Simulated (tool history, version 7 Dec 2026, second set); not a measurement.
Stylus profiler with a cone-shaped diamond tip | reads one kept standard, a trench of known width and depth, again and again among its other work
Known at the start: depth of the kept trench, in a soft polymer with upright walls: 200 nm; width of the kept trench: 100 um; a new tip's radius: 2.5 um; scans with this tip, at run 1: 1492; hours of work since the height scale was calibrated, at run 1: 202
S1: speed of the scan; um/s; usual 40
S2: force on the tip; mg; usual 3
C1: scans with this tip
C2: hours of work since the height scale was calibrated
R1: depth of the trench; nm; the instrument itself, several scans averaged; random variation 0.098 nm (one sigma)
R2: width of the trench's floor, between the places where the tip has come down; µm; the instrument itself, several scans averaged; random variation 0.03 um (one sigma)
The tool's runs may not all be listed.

run	hour	S1	S2	C1	C2	R1	R2
1	0	40	3	1492	202	203.02	97.55
2	14.3	40	3	1544	209	203.13	97.53
3	26.7	40	1.57	1589	215	202.05	97.46
4	35.3	40	5.32	1621	219	204.68	97.54
5	50	40	1.39	1674	227	201.61	97.42
6	61.8	40	5.35	1717	232	204.55	97.55

Forecast run 7:
7	75.2	40	5.35	1766	239	?	?

Run 7 gave R1 204.57 nm, R2 97.48 µm.
Without the tool's hidden state the same run would have given R1 204.75 nm, R2 97.93 µm.
